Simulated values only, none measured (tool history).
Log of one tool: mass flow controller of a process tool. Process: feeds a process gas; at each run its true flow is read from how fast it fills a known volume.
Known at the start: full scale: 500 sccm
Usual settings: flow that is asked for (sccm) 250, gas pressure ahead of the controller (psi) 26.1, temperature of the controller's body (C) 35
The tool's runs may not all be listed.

run    hour  flow that is asked for (sccm)  gas pressure ahead of the controller (psi)  temperature of the controller's body (C)  true flow (%)
  1       0                            250                                        26.1                                        35          97.05
  2   244.1                            215                                        26.1                                        35          96.89
  3   508.6                            250                                        26.1                                        35          97.01
  4   672.8                            250                                        26.1                                        35          97.04
  5     823                            250                                        26.1                                        35          96.91
  6   987.9                            250                                        26.1                                        35          96.77
  7  1120.1                            250                                        20.5                                        35          96.66
  8  1227.1                            250                                        26.1                                        35          96.79
  9  1458.5                            250                                        26.1                                        35          96.72
 10  1614.6                            250                                        26.1                                        35          96.54
 11    1864                            250                                        26.1                                        35           96.7
 12  1984.4                            250                                        26.1                                        35          96.48
 13  2131.6                            250                                        26.1                                        35          96.44
 14  2286.9                            250                                        26.1                                        35           96.4
 15  2412.7                            250                                        26.5                                        35          96.44
 16    2595                             92                                        31.5                                        35          94.78
 17    2838                            184                                        26.1                                        24          96.69
 18  3062.4                            184                                        26.1                                        24          96.56
 19  3237.7                            184                                        26.1                                        24           96.5
 20  3417.6                            184                                        26.1                                        24          96.36
 21  3612.8                            126                                        35.5                                        36          94.94
 22  3824.3                            250                                        26.1                                        34          95.95

Forecast run 23:
 23  3941.4                            393                                        34.2                                        24              ?

Run 23 gave true flow (%) 97.6.
Without the tool's hidden state the same run would have given true flow (%) 99.95.
